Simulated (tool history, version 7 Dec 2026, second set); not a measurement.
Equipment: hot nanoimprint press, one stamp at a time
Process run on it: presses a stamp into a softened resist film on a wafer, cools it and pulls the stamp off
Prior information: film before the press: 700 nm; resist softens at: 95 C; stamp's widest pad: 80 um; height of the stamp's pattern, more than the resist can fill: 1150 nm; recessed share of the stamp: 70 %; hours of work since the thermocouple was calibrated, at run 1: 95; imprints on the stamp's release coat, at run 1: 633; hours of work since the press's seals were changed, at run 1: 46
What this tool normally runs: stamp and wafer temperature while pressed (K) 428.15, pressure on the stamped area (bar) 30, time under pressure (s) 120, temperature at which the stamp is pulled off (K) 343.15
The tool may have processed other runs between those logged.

| run | day | stamp and wafer temperature while pressed (K) | pressure on the stamped area (bar) | time under pressure (s) | temperature at which the stamp is pulled off (K) | hours of work since the thermocouple was calibrated | imprints on the stamp's release coat | hours of work since the press's seals were changed | resist left under the stamp's widest pad (Å) | greatest force while the stamp is pulled off (N) |
|---|---|---|---|---|---|---|---|---|---|---|
| 1 | 0 | 428.15 | 30 | 120 | 343.15 | 95 | 633 | 46 | 3296 | 118 |
| 2 | 0.512 | 428.15 | 34.8 | 120 | 343.15 | 100 | 650 | 51 | 3018 | 116 |
| 3 | 0.792 | 428.15 | 34.8 | 120 | 343.15 | 103 | 659 | 54 | 3015 | 121 |
| 4 | 1.304 | 428.15 | 31.5 | 120 | 343.15 | 109 | 676 | 60 | 3210 | 120 |
| 5 | 1.871 | 428.15 | 31.5 | 213 | 343.15 | 115 | 695 | 66 | 2656 | 121 |
|  | 2.617 | stamp cleaned and given a new release coat |
| 6 | 2.633 | 428.15 | 31.5 | 213 | 343.15 | 120 | 0 | 71 | 2651 | 121 |
| 7 | 3.133 | 428.15 | 31.5 | 213 | 343.15 | 125 | 17 | 77 | 2640 | 116 |
| 8 | 3.662 | 428.15 | 31.5 | 213 | 336.15 | 131 | 34 | 82 | 2663 | 136 |
| 9 | 3.892 | 428.15 | 31.5 | 213 | 336.15 | 133 | 42 | 85 | 2636 | 134 |
| 10 | 4.175 | 428.15 | 31.5 | 213 | 336.15 | 136 | 51 | 88 | 2663 | 132 |
| 11 | 4.742 | 428.15 | 31.5 | 213 | 336.15 | 142 | 70 | 94 | 2633 | 131 |
| 12 | 5.117 | 428.15 | 30 | 120 | 348.15 | 146 | 82 | 98 | 3276 | 109 |
| 13 | 5.417 | 428.15 | 30 | 120 | 348.15 | 150 | 92 | 101 | 3271 | 109 |
| 14 | 5.712 | 428.15 | 40.5 | 128 | 343.15 | 153 | 102 | 104 | 2683 | 116 |
| 15 | 6.108 | 419.15 | 19.9 | 128 | 343.15 | 157 | 115 | 108 | 5659 | 121 |
| 16 | 6.662 | 419.15 | 19.9 | 128 | 343.15 | 163 | 134 | 114 | 5687 | 116 |
| 17 | 7.179 | 432.15 | 46.1 | 160 | 331.15 | 168 | 151 | 120 | 1842 | 144 |
| 18 | 7.604 | 428.15 | 30 | 123 | 333.15 | 173 | 165 | 124 | 3223 | 133 |
| 19 | 8.133 | 428.15 | 30 | 123 | 333.15 | 178 | 182 | 130 | 3219 | 141 |
| 20 | 8.642 | 433.15 | 30 | 74 | 333.15 | 184 | 199 | 135 | 2936 | 136 |
| 21 | 9.133 | 438.15 | 35.5 | 121 | 347.15 | 189 | 216 | 140 | 1749 | 110 |
| 22 | 9.608 | 431.15 | 29.9 | 86 | 343.15 | 194 | 231 | 145 | 3098 | 122 |
| 23 | 10.104 | 422.15 | 34.3 | 120 | 347.15 | 199 | 248 | 151 | 4100 | 110 |
| 24 | 10.675 | 438.15 | 28 | 124 | 343.15 | 206 | 267 | 157 | 2010 | 120 |
| 25 | 10.967 | 435.15 | 28 | 64 | 343.15 | 209 | 276 | 160 | 2913 | 116 |

Measured result minus the same run's result without the hidden state. Both carry the same run-to-run variation, though not necessarily the same gauge scatter:
The tool's hidden condition here consists of: true temperature over the reading, C; pressure that arrives at the usual setting, %; grip of the stamp's worn release coat, % over a new coat's; drift of the gauge itself on residual_nm, %; drift of the gauge itself on pull_off_n, %.
| run | resist left under the stamp's widest pad (Å) |
|---|---|
| 1 | -2 |
| 2 | -5 |
| 3 | -6 |
| 4 | -11 |
| 5 | -12 |
| 6 | -15 |
| 7 | -18 |
| 8 | -21 |
| 9 | -22 |
| 10 | -24 |
| 11 | -27 |
| 12 | -36 |
| 13 | -38 |
| 14 | -33 |
| 15 | -73 |
| 16 | -81 |
| 17 | -29 |
| 18 | -54 |
| 19 | -58 |
| 20 | -56 |
| 21 | -35 |
| 22 | -65 |
| 23 | -90 |
| 24 | -47 |
| 25 | -70 |
For greatest force while the stamp is pulled off (N), the value without the hidden state is never more than 1 from the measured value.

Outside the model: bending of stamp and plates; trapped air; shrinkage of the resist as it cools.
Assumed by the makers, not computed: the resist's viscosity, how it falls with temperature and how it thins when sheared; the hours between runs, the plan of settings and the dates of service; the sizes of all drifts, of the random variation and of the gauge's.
